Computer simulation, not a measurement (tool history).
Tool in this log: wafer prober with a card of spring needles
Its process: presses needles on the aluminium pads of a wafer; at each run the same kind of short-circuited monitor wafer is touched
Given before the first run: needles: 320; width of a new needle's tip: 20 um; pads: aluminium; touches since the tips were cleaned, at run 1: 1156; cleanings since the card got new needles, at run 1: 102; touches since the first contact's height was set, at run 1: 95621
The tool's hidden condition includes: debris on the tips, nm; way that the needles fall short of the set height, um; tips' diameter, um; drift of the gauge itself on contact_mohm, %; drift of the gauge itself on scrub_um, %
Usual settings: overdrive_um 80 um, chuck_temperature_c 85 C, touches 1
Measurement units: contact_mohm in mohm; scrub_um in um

| run | hour | overdrive_um | chuck_temperature_c | touches | touches since the tips were cleaned | cleanings since the card got new needles | touches since the first contact's height was set | contact_mohm | scrub_um |
|---|---|---|---|---|---|---|---|---|---|
| 1 | 0 | 80 | 85 | 1 | 1156 | 102 | 95621 | 247 | 16.31 |
|  | 10.6 | tips cleaned on abrasive film |
|  | 23.8 | tips cleaned on abrasive film |
|  | 34.3 | tips cleaned on abrasive film |
|  | 47.5 | tips cleaned on abrasive film |
|  | 60.7 | tips cleaned on abrasive film |
| 2 | 69.7 | 80 | 85 | 1 | 5674 | 107 | 139412 | 277 | 16.28 |
|  | 72.4 | tips cleaned on abrasive film |
|  | 82.9 | tips cleaned on abrasive film |
|  | 96.1 | tips cleaned on abrasive film |
|  | 106.7 | tips cleaned on abrasive film |
|  | 119.9 | tips cleaned on abrasive film |
|  | 130.4 | tips cleaned on abrasive film |
| 3 | 137.5 | 80 | 85 | 1 | 4445 | 113 | 181974 | 273 | 16.26 |
|  | 142.8 | tips cleaned on abrasive film |
|  | 156 | tips cleaned on abrasive film |
|  | 169.2 | tips cleaned on abrasive film |
|  | 182.4 | tips cleaned on abrasive film |
|  | 195.5 | tips cleaned on abrasive film |
|  | 208.7 | tips cleaned on abrasive film |
|  | 221.9 | tips cleaned on abrasive film |
|  | 230.1 | height of the first contact set anew |
| 4 | 231.4 | 80 | 85 | 1 | 5821 | 120 | 849 | 281 | 16.43 |
|  | 234.1 | tips cleaned on abrasive film |
|  | 244.7 | tips cleaned on abrasive film |
|  | 257.9 | tips cleaned on abrasive film |
|  | 268.5 | tips cleaned on abrasive film |
|  | 281.6 | tips cleaned on abrasive film |
|  | 292.2 | tips cleaned on abrasive film |
|  | 305.4 | tips cleaned on abrasive film |
|  | 316 | tips cleaned on abrasive film |
| 5 | 325.4 | 80 | 85 | 1 | 5988 | 128 | 59872 | 279 | 16.34 |
|  | 328.1 | tips cleaned on abrasive film |
|  | 341.3 | tips cleaned on abrasive film |
|  | 354.5 | tips cleaned on abrasive film |
|  | 367.7 | tips cleaned on abrasive film |
|  | 378.3 | tips cleaned on abrasive film |
|  | 391.4 | tips cleaned on abrasive film |
|  | 404.6 | tips cleaned on abrasive film |
| 6 | 412.9 | 80 | 85 | 1 | 5216 | 135 | 114807 | 276 | 16.29 |
|  | 415.6 | tips cleaned on abrasive film |
|  | 426.2 | tips cleaned on abrasive film |
|  | 439.3 | tips cleaned on abrasive film |
|  | 452.5 | tips cleaned on abrasive film |
|  | 463.1 | tips cleaned on abrasive film |
| 7 | 473 | 80 | 85 | 1 | 6249 | 140 | 152547 | 284 | 16.24 |
|  | 475.7 | tips cleaned on abrasive film |
|  | 488.9 | tips cleaned on abrasive film |
|  | 499.4 | tips cleaned on abrasive film |
|  | 512.6 | tips cleaned on abrasive film |
|  | 523.2 | tips cleaned on abrasive film |
|  | 536.4 | tips cleaned on abrasive film |
|  | 547 | tips cleaned on abrasive film |
|  | 558.9 | tips cleaned on abrasive film |
| 8 | 558.9 | 80 | 85 | 1 | 0 | 148 | 206469 | 224 | 16.19 |
|  | 569.5 | tips cleaned on abrasive film |
|  | 582.7 | tips cleaned on abrasive film |
|  | 595.9 | tips cleaned on abrasive film |
|  | 609.1 | tips cleaned on abrasive film |
|  | 612 | height of the first contact set anew |
|  | 622.5 | tips cleaned on abrasive film |
|  | 633.1 | tips cleaned on abrasive film |
|  | 646.3 | tips cleaned on abrasive film |
| 9 | 651.4 | 80 | 85 | 1 | 3241 | 155 | 24786 | 262 | 16.4 |
|  | 659.4 | tips cleaned on abrasive film |
|  | 669.9 | tips cleaned on abrasive film |
|  | 683.1 | tips cleaned on abrasive film |
|  | 696.3 | tips cleaned on abrasive film |
|  | 709.5 | tips cleaned on abrasive film |
| 10 | 713 | 80 | 85 | 1 | 2202 | 160 | 63448 | 264 | 16.36 |
|  | 720.9 | tips cleaned on abrasive film |
|  | 734.1 | tips cleaned on abrasive film |
|  | 744.7 | tips cleaned on abrasive film |
|  | 757.9 | tips cleaned on abrasive film |
|  | 771 | tips cleaned on abrasive film |
| 11 | 772.3 | 80 | 85 | 1 | 780 | 165 | 100687 | 240 | 16.3 |
|  | 782.8 | tips cleaned on abrasive film |
|  | 796 | tips cleaned on abrasive film |
|  | 809.2 | tips cleaned on abrasive film |
| 12 | 818 | 64 | 85 | 1 | 5579 | 168 | 129469 | 316 | 13 |
|  | 820.7 | tips cleaned on abrasive film |
|  | 831.3 | tips cleaned on abrasive film |
|  | 844.5 | tips cleaned on abrasive film |
|  | 857.7 | tips cleaned on abrasive film |
| 13 | 864.2 | 91 | 85 | 1 | 4139 | 172 | 158469 | 264 | 18.49 |
|  | 869.6 | tips cleaned on abrasive film |
|  | 882.7 | tips cleaned on abrasive film |
|  | 895.9 | tips cleaned on abrasive film |
|  | 909.1 | tips cleaned on abrasive film |
|  | 921.6 | tips cleaned on abrasive film |
| 14 | 921.6 | 82 | 33 | 1 | 0 | 177 | 194456 | 209 | 16.64 |
|  | 932.1 | tips cleaned on abrasive film |
|  | 945.3 | tips cleaned on abrasive film |
|  | 958.5 | tips cleaned on abrasive film |
|  | 971.7 | tips cleaned on abrasive film |
|  | 984.9 | tips cleaned on abrasive film |
| 15 | 985.9 | 82 | 33 | 1 | 651 | 182 | 234883 | 230 | 16.58 |
|  | 994 | height of the first contact set anew |
|  | 996.8 | tips cleaned on abrasive film |
|  | 1009.9 | tips cleaned on abrasive film |
|  | 1023.1 | tips cleaned on abrasive film |
|  | 1036.3 | tips cleaned on abrasive film |
|  | 1046.9 | tips cleaned on abrasive film |
|  | 1060.1 | tips cleaned on abrasive film |
|  | 1070.6 | tips cleaned on abrasive film |
|  | 1083.8 | tips cleaned on abrasive film |
| 16 | 1087.1 | 82 | 55 | 3 | 2049 | 190 | 58397 | 228 | 16.76 |
|  | 1095 | tips cleaned on abrasive film |
|  | 1105.6 | tips cleaned on abrasive film |
|  | 1118.8 | tips cleaned on abrasive film |
|  | 1132 | tips cleaned on abrasive film |
|  | 1145.1 | tips cleaned on abrasive film |
|  | 1155.7 | tips cleaned on abrasive film |
|  | 1168.9 | tips cleaned on abrasive film |
|  | 1182.1 | tips cleaned on abrasive film |
| 17 | 1182.8 | 82 | 60 | 2 | 480 | 198 | 118540 | 219 | 16.71 |
|  | 1193.4 | tips cleaned on abrasive film |
|  | 1204 | tips cleaned on abrasive film |
|  | 1217.2 | tips cleaned on abrasive film |
|  | 1230.4 | tips cleaned on abrasive film |
|  | 1240.9 | tips cleaned on abrasive film |
|  | 1254.1 | tips cleaned on abrasive film |
| 18 | 1255.5 | 82 | 60 | 3 | 867 | 204 | 164154 | 223 | 16.67 |
|  | 1266 | tips cleaned on abrasive film |
|  | 1279.2 | tips cleaned on abrasive film |
|  | 1289.8 | tips cleaned on abrasive film |
|  | 1303 | tips cleaned on abrasive film |
|  | 1316.2 | tips cleaned on abrasive film |
| 19 | 1316.5 | 82 | 60 | 2 | 215 | 209 | 202488 | 221 | 16.62 |
|  | 1327.1 | tips cleaned on abrasive film |
|  | 1340.3 | tips cleaned on abrasive film |
|  | 1353.5 | tips cleaned on abrasive film |
|  | 1366.7 | tips cleaned on abrasive film |
|  | 1374.8 | height of the first contact set anew |
|  | 1380.1 | tips cleaned on abrasive film |
|  | 1393.3 | tips cleaned on abrasive film |
|  | 1403.9 | tips cleaned on abrasive film |
|  | 1417.1 | tips cleaned on abrasive film |
| 20 | 1418.9 | 98 | 95 | 3 | 1166 | 217 | 27682 | 226 | 20.08 |
|  | 1429.5 | tips cleaned on abrasive film |
|  | 1442.7 | tips cleaned on abrasive film |
|  | 1455.9 | tips cleaned on abrasive film |
|  | 1466.4 | tips cleaned on abrasive film |
| 21 | 1475.4 | 62 | 27 | 1 | 5652 | 221 | 63167 | 325 | 12.67 |

For some of the steps in contact_mohm from one run to the next: how much would appear even if the tool had no hidden state, given the settings, what came in and random variation, and how much remains for the hidden state plus any gauge scatter that the measured result and the result without hidden state don't share?
Run 11 -> 12: overdrive_um 80 -> 64, tips cleaned on abrasive film, tips cleaned on abrasive film, tips cleaned on abrasive film. contact_mohm +76 mohm: hidden state +69, all else +7.
Run 20 -> 21: overdrive_um 98 -> 62, chuck_temperature_c 95 -> 27, touches 3 -> 1, tips cleaned on abrasive film, tips cleaned on abrasive film, tips cleaned on abrasive film, tips cleaned on abrasive film. contact_mohm +99 mohm: hidden state +108, all else -9.

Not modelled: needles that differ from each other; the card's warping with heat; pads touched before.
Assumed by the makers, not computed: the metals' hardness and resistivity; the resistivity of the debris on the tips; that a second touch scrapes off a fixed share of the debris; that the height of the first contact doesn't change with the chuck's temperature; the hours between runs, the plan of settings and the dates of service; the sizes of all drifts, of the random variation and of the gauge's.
